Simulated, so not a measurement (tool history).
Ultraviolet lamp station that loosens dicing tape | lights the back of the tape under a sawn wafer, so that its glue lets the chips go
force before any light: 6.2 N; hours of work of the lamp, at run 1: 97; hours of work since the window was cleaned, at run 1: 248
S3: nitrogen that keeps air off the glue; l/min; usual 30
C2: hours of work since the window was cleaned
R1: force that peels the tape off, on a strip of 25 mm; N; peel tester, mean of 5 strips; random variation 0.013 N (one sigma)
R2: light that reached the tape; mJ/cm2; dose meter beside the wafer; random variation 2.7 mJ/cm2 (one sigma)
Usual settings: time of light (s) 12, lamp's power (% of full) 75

run 1 hour=0 | time_of_light_(s)=12 lamp's_power_(%_of_full)=75 S3=30 | hours_of_work_of_the_lamp=97 C2=248 | R1=0.592 R2=356
run 2 hour=10.5 | time_of_light_(s)=12 lamp's_power_(%_of_full)=75 S3=30 | hours_of_work_of_the_lamp=105 C2=256 | R1=0.606 R2=356
run 3 hour=19.5 | time_of_light_(s)=12 lamp's_power_(%_of_full)=75 S3=30 | hours_of_work_of_the_lamp=112 C2=263 | R1=0.623 R2=360
run 4 hour=29.8 | time_of_light_(s)=12 lamp's_power_(%_of_full)=75 S3=30 | hours_of_work_of_the_lamp=119 C2=270 | R1=0.593 R2=354
run 5 hour=42.3 | time_of_light_(s)=12 lamp's_power_(%_of_full)=75 S3=30 | hours_of_work_of_the_lamp=129 C2=280 | R1=0.619 R2=355
run 6 hour=52.1 | time_of_light_(s)=8 lamp's_power_(%_of_full)=75 S3=30 | hours_of_work_of_the_lamp=136 C2=287 | R1=1.277 R2=238
run 7 hour=60.5 | time_of_light_(s)=8 lamp's_power_(%_of_full)=75 S3=30 | hours_of_work_of_the_lamp=143 C2=294 | R1=1.283 R2=235
run 8 hour=69.9 | time_of_light_(s)=12 lamp's_power_(%_of_full)=86 S3=30 | hours_of_work_of_the_lamp=150 C2=301 | R1=0.455 R2=405
run 9 hour=76.9 | time_of_light_(s)=12 lamp's_power_(%_of_full)=75 S3=30 | hours_of_work_of_the_lamp=155 C2=306 | R1=0.61 R2=352
run 10 hour=88.2 | time_of_light_(s)=12 lamp's_power_(%_of_full)=75 S3=30 | hours_of_work_of_the_lamp=163 C2=315 | R1=0.625 R2=354
run 11 hour=100.5 | time_of_light_(s)=12 lamp's_power_(%_of_full)=75 S3=30 | hours_of_work_of_the_lamp=173 C2=324 | R1=0.606 R2=357
run 12 hour=110.1 | time_of_light_(s)=12 lamp's_power_(%_of_full)=75 S3=30 | hours_of_work_of_the_lamp=180 C2=331 | R1=0.603 R2=354
run 13 hour=121.8 | time_of_light_(s)=12 lamp's_power_(%_of_full)=75 S3=30 | hours_of_work_of_the_lamp=189 C2=340 | R1=0.617 R2=358
run 14 hour=134.9 | time_of_light_(s)=12 lamp's_power_(%_of_full)=89 S3=18 | hours_of_work_of_the_lamp=199 C2=350 | R1=0.639 R2=418
run 15 hour=142.9 | time_of_light_(s)=12 lamp's_power_(%_of_full)=62 S3=17 | hours_of_work_of_the_lamp=205 C2=356 | R1=1.278 R2=296
run 16 hour=151.4 | time_of_light_(s)=10 lamp's_power_(%_of_full)=89 S3=11 | hours_of_work_of_the_lamp=211 C2=362 | R1=1.243 R2=354
run 17 hour=160.8 | time_of_light_(s)=10 lamp's_power_(%_of_full)=89 S3=11 | hours_of_work_of_the_lamp=218 C2=369 | R1=1.253 R2=349
run 18 hour=170.8 | time_of_light_(s)=20 lamp's_power_(%_of_full)=67 S3=11 | hours_of_work_of_the_lamp=226 C2=377 | R1=0.62 R2=525
run 19 hour=182.2 | time_of_light_(s)=12 lamp's_power_(%_of_full)=66 S3=14 | hours_of_work_of_the_lamp=235 C2=386 | R1=1.346 R2=317
run 20 hour=194.1 | time_of_light_(s)=11 lamp's_power_(%_of_full)=99 S3=39 | hours_of_work_of_the_lamp=244 C2=395 | R1=0.311 R2=432
run 21 hour=201 | time_of_light_(s)=12 lamp's_power_(%_of_full)=66 S3=49 | hours_of_work_of_the_lamp=249 C2=400 | R1=0.554 R2=313
run 22 hour=207.3 | time_of_light_(s)=18 lamp's_power_(%_of_full)=85 S3=23 | hours_of_work_of_the_lamp=254 C2=405 | R1=0.208 R2=608
run 23 hour=215.5 | time_of_light_(s)=17 lamp's_power_(%_of_full)=98 S3=22 | hours_of_work_of_the_lamp=260 C2=411 | R1=0.166 R2=658
run 24 hour=225 | time_of_light_(s)=11 lamp's_power_(%_of_full)=61 S3=10 | hours_of_work_of_the_lamp=267 C2=418 | R1=1.927 R2=265

Forecast each of these 3 alternatives for the next run:
run A hour=238.2 | time_of_light_(s)=11 lamp's_power_(%_of_full)=73 S3=10 | hours_of_work_of_the_lamp=277 C2=428 | R1=? R2=?
run B hour=238.2 | time_of_light_(s)=11 lamp's_power_(%_of_full)=61 S3=56 | hours_of_work_of_the_lamp=277 C2=428 | R1=? R2=?
run C hour=238.2 | time_of_light_(s)=12 lamp's_power_(%_of_full)=75 S3=25 | hours_of_work_of_the_lamp=277 C2=428 | R1=? R2=?

run=A R1=1.544 R2=314
run=B R1=0.739 R2=265
run=C R1=0.697 R2=352
Without the tool's hidden state the same runs would have given:
run=A R1=1.542 R2=315
run=B R1=0.738 R2=266
run=C R1=0.696 R2=352
